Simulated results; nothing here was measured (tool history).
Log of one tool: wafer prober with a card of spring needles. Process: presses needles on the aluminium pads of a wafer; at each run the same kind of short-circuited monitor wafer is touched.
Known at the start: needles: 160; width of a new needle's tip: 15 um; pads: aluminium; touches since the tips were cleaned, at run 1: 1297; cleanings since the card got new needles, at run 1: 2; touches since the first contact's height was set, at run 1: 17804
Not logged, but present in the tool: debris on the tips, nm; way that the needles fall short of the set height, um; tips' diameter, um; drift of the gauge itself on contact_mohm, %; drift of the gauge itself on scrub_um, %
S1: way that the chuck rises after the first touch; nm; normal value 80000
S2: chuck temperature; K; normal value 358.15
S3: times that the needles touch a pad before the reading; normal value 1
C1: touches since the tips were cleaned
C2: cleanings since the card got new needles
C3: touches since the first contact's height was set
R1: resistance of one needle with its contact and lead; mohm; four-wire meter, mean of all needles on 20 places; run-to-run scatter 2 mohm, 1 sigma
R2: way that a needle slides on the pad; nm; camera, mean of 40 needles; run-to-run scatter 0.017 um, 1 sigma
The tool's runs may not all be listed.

run	hour	S1	S2	S3	C1	C2	C3	R1	R2
1	0.0	80000	358.15	1	1297	2	17804	213	14400
2	11.6	80000	358.15	1	4290	2	20797	211	14390
3	17.1	80000	358.15	1	5696	2	22203	212	14370
4	25.5	80000	338.15	1	7851	2	24358	210	14380
# hour 27.3: tips cleaned on abrasive film
5	32.5	80000	338.15	1	1325	3	26128	205	14370
6	40.5	80000	358.15	2	3376	3	28179	217	14340
7	50.5	83000	344.15	1	5953	3	30756	207	14850
# hour 59.8: tips cleaned on abrasive film
8	61.4	83000	348.15	2	416	4	33529	208	14830
9	67.7	83000	346.15	2	2033	4	35146	209	14820
10	73.8	100000	380.15	2	3610	4	36723	217	17880

Measured less the same run without the tool's hidden state. The same run-to-run variation is in both; the gauge's scatter may not be:
run	R2
1	+0
2	-10
3	-30
4	-30
5	-50
6	-60
7	-80
8	-90
9	-100
10	-130
R1 without the hidden state stays within 1 mohm of what was measured, in all runs.

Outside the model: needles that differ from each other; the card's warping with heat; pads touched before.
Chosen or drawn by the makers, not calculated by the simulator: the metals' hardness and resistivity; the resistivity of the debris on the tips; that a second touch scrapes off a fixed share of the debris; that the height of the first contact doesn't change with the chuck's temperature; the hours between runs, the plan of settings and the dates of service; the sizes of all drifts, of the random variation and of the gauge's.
